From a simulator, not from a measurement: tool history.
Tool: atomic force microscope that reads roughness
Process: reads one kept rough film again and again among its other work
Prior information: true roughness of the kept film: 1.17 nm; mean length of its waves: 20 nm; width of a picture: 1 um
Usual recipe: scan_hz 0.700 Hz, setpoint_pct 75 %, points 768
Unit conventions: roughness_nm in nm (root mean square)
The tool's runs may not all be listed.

run,day,scan_hz,setpoint_pct,points,roughness_nm
1,0.000,0.700,75,768,1.029
2,0.396,0.700,75,768,1.025
3,0.729,1.663,75,768,0.983
4,0.971,1.663,75,768,0.971
5,1.242,0.700,62,768,0.985
6,1.700,0.700,62,768,0.984
7,2.079,0.700,62,768,0.961
8,2.479,0.700,62,768,0.945
9,2.958,0.700,62,768,0.931
10,3.412,0.700,62,768,0.915
11,3.946,0.700,75,768,0.892
12,4.217,1.845,75,768,0.860
13,4.600,1.845,75,768,0.844
# day 4.938: new tip fitted
14,4.958,1.845,75,768,1.017
15,5.296,1.254,75,768,1.012
16,5.667,0.700,75,768,1.010
17,6.096,0.700,75,276,0.967
18,6.542,0.700,75,276,0.942
19,7.033,0.700,75,276,0.927
20,7.388,0.700,75,768,0.945
21,7.700,0.700,75,768,0.940
22,8.071,0.700,75,768,0.938
23,8.321,0.700,75,768,0.908
24,8.633,0.700,75,768,0.914
25,8.862,0.700,75,768,0.890
26,9.404,0.700,75,768,0.884
27,9.796,0.700,75,768,0.858
28,10.133,0.885,76,768,0.850
# day 10.200: new tip fitted
29,10.542,0.683,75,478,1.025
30,10.892,2.701,75,574,0.971
31,11.292,2.701,71,574,0.962
# day 11.367: height scale calibrated on a step standard
32,11.642,0.563,69,574,0.990
33,11.962,0.563,69,574,0.969
34,12.379,1.435,55,523,0.958
35,12.883,0.892,89,994,0.918
# day 13.121: height scale calibrated on a step standard, once more
36,13.362,2.330,58,606,0.932
37,13.712,2.330,66,356,0.895

Run 38, settings as shown, results not yet in. Your forecast:
38,14.008,1.317,68,459,?

roughness_nm: 0.902 nm (root mean square)
With the hidden condition absent and the run-to-run variation left alone, this run would have shown roughness_nm 1.044 nm (root mean square).
